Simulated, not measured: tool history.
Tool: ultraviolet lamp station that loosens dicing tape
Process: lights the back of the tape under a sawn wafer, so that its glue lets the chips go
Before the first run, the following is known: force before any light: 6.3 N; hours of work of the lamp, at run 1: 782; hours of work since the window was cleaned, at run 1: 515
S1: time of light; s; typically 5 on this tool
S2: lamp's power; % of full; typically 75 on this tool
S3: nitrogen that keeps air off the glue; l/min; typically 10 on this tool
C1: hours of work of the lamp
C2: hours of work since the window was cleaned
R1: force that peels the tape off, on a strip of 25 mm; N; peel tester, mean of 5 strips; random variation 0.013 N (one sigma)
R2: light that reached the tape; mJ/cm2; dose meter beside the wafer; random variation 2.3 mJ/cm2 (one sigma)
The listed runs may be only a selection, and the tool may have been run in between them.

run	hour	S1	S2	S3	C1	C2	R1	R2
1	0	5	75	10	782	515	1.118	168
2	27.7	5	75	10	799	533	1.096	169
3	75	5	75	10	828	562	1.14	166
4	106.6	5	75	10	848	581	1.143	167
5	130.5	5	75	18	863	596	1.015	168
# hour 149.2: window cleaned of glue's vapour
6	177	3	75	10	891	17	1.852	114
7	207.8	3	75	10	910	36	1.951	112
8	229.8	3	75	10	923	50	1.971	109
9	274.3	3	75	10	951	77	1.923	111
10	306.7	3	75	10	971	97	2.074	107
11	347.7	3	75	10	996	122	1.941	108
12	396.9	2	75	10	1026	152	3.011	74
13	419.4	2	75	10	1040	166	2.956	70
14	458.9	2	75	10	1064	191	2.969	70
15	507.7	5	70	7	1094	221	1.302	158
16	530.9	5	70	7	1108	235	1.281	159
17	560.4	10	92	5	1127	253	0.251	415
18	581.5	10	92	5	1140	266	0.27	419
19	610.1	5	66	8	1157	284	1.454	145
20	657.7	10	75	4	1186	313	0.438	332
21	684.5	3	75	10	1203	329	2.217	100
22	715.7	3	75	3	1222	348	2.788	98
23	750.1	9	75	6	1243	370	0.512	289
24	773.9	3	77	6	1258	384	2.542	100
25	804.5	3	70	10	1277	403	2.512	87
26	832.8	3	70	10	1294	420	2.493	85
27	854	5	88	3	1307	434	1.476	180
28	880.8	5	86	4	1324	450	1.378	174

Branching from run 28: 3 alternative next runs. What would each branch give?
A	923.6	6	90	10	1350	476	?	?
B	923.6	4	74	4	1350	476	?	?
C	923.6	3	72	10	1350	476	?	?

run	R1	R2
A	0.665	221
B	2.205	123
C	2.466	94
Take away the tool's hidden state, keep each run's random variation, and the runs would have read:
run	R1	R2
A	0.267	344
B	1.262	191
C	1.486	144
